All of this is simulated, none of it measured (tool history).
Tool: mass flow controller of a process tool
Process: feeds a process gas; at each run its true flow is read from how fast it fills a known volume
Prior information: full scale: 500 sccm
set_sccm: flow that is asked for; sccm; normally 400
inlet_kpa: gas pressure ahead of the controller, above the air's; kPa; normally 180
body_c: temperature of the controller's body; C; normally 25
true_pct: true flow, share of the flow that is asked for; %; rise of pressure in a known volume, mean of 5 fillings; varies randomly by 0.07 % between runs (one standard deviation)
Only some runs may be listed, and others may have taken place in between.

run    hour  set_sccm  inlet_kpa  body_c  true_pct
  1     0.0       400        180      25     99.31
  2   414.2       400        180      25     99.34
  3   760.6       400        180      25     99.23
  4   990.5       400        178      25     99.17
  5  1388.1       400        180      27     99.07
  6  1643.2       400        180      34     98.17
  7  2066.1       400        180      34     98.24
  8  2516.6       400        180      34     98.12
  9  2948.5       175        225      34     96.13
 10  3253.5       175        225      34     96.25
 11  3436.9       400        159      32     98.43
 12  3818.0       400        149      25     99.97
 13  4127.1       184        172      34     97.75
 14  4477.5       127        150      25     98.28
 15  4743.3       127        150      25     98.23
 16  4928.9       380        220      25    100.24

Removed from this log: 1 entry logged between the listed runs. Between which two listed runs does each belong, and how does the tool's hidden state at the listed run before it compare with that at the listed run after it?
From run 11 to run 12: controller's zero set anew (hour 3749.8)
  flow at rest that the sensor doesn't see, % of full scale: -0.698 -> -0.071; true flow over the shown one, %: 0.86 -> 0.88
  what was measured, less what the result would be without the hidden state, true_pct: -0.01 -> +0.79 %
